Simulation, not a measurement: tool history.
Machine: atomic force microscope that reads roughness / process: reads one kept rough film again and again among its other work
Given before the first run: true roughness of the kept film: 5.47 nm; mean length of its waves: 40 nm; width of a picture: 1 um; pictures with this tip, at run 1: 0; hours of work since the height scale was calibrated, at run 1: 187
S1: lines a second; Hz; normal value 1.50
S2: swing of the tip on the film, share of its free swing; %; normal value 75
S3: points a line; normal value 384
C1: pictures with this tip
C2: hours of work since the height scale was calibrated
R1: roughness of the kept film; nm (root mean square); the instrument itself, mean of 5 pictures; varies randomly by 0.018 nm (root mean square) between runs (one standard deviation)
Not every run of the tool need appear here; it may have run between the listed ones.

run 1 hour=0.0 | S1=1.50 S2=75 S3=384 | C1=0 C2=187 | R1=4.452
run 2 hour=27.5 | S1=1.50 S2=75 S3=384 | C1=29 C2=205 | R1=4.450
run 3 hour=56.7 | S1=1.50 S2=75 S3=384 | C1=60 C2=225 | R1=4.428
run 4 hour=89.8 | S1=1.50 S2=55 S3=384 | C1=95 C2=246 | R1=4.800
run 5 hour=106.1 | S1=1.50 S2=55 S3=384 | C1=112 C2=257 | R1=4.801
run 6 hour=131.9 | S1=1.50 S2=75 S3=384 | C1=140 C2=274 | R1=4.422
run 7 hour=159.9 | S1=1.50 S2=75 S3=384 | C1=169 C2=293 | R1=4.444
run 8 hour=181.2 | S1=1.50 S2=75 S3=384 | C1=192 C2=307 | R1=4.451
run 9 hour=199.1 | S1=1.50 S2=75 S3=384 | C1=211 C2=318 | R1=4.450
run 10 hour=219.4 | S1=1.50 S2=75 S3=384 | C1=233 C2=332 | R1=4.424
run 11 hour=252.2 | S1=1.50 S2=75 S3=384 | C1=267 C2=353 | R1=4.456
run 12 hour=271.5 | S1=1.50 S2=75 S3=384 | C1=288 C2=366 | R1=4.436
run 13 hour=306.9 | S1=1.50 S2=75 S3=384 | C1=325 C2=389 | R1=4.419
run 14 hour=334.5 | S1=1.50 S2=75 S3=376 | C1=355 C2=408 | R1=4.462
run 15 hour=352.7 | S1=1.50 S2=75 S3=376 | C1=374 C2=420 | R1=4.468
-- hour=362.1 new tip fitted
run 16 hour=384.2 | S1=1.50 S2=75 S3=376 | C1=24 C2=440 | R1=4.447
run 17 hour=408.8 | S1=1.50 S2=75 S3=376 | C1=50 C2=456 | R1=4.464
run 18 hour=442.7 | S1=1.50 S2=75 S3=376 | C1=86 C2=478 | R1=4.426
run 19 hour=460.4 | S1=1.50 S2=89 S3=384 | C1=105 C2=490 | R1=4.007
run 20 hour=482.6 | S1=0.76 S2=82 S3=759 | C1=128 C2=505 | R1=4.603
run 21 hour=517.5 | S1=0.76 S2=82 S3=759 | C1=165 C2=528 | R1=4.632
run 22 hour=550.0 | S1=1.75 S2=69 S3=384 | C1=200 C2=549 | R1=4.514
run 23 hour=571.7 | S1=2.22 S2=79 S3=384 | C1=223 C2=563 | R1=4.123
run 24 hour=599.8 | S1=2.22 S2=79 S3=384 | C1=253 C2=582 | R1=4.071
run 25 hour=636.1 | S1=2.22 S2=79 S3=384 | C1=291 C2=606 | R1=4.081
run 26 hour=652.8 | S1=2.22 S2=79 S3=384 | C1=309 C2=617 | R1=4.070
run 27 hour=686.0 | S1=2.22 S2=79 S3=384 | C1=344 C2=639 | R1=4.116
run 28 hour=704.8 | S1=2.22 S2=79 S3=384 | C1=364 C2=651 | R1=4.063
-- hour=722.8 new tip fitted
run 29 hour=734.4 | S1=2.21 S2=71 S3=624 | C1=12 C2=670 | R1=4.392
run 30 hour=759.7 | S1=1.08 S2=75 S3=384 | C1=39 C2=687 | R1=4.590
run 31 hour=782.6 | S1=0.51 S2=56 S3=302 | C1=63 C2=702 | R1=4.905
run 32 hour=799.4 | S1=0.51 S2=56 S3=302 | C1=81 C2=713 | R1=4.933
run 33 hour=828.4 | S1=1.11 S2=69 S3=302 | C1=112 C2=732 | R1=4.650
run 34 hour=845.6 | S1=1.50 S2=57 S3=384 | C1=130 C2=743 | R1=4.744
run 35 hour=861.9 | S1=1.50 S2=57 S3=384 | C1=147 C2=754 | R1=4.747
run 36 hour=885.1 | S1=1.50 S2=57 S3=384 | C1=172 C2=769 | R1=4.810
run 37 hour=912.1 | S1=1.50 S2=57 S3=384 | C1=201 C2=787 | R1=4.799

4 ways to go on from here, each from the tool as it stands after run 37. What would each give?
run A hour=937.6 | S1=1.61 S2=56 S3=384 | C1=228 C2=804 | R1=?
run B hour=937.6 | S1=2.95 S2=75 S3=384 | C1=228 C2=804 | R1=?
run C hour=937.6 | S1=1.50 S2=70 S3=284 | C1=228 C2=804 | R1=?
run D hour=937.6 | S1=0.58 S2=74 S3=384 | C1=228 C2=804 | R1=?

run=A R1=4.791
run=B R1=4.049
run=C R1=4.571
run=D R1=4.790
The same runs, with their run-to-run variation unchanged, on a tool lacking any hidden condition would have given:
run=A R1=4.799
run=B R1=4.056
run=C R1=4.578
run=D R1=4.798
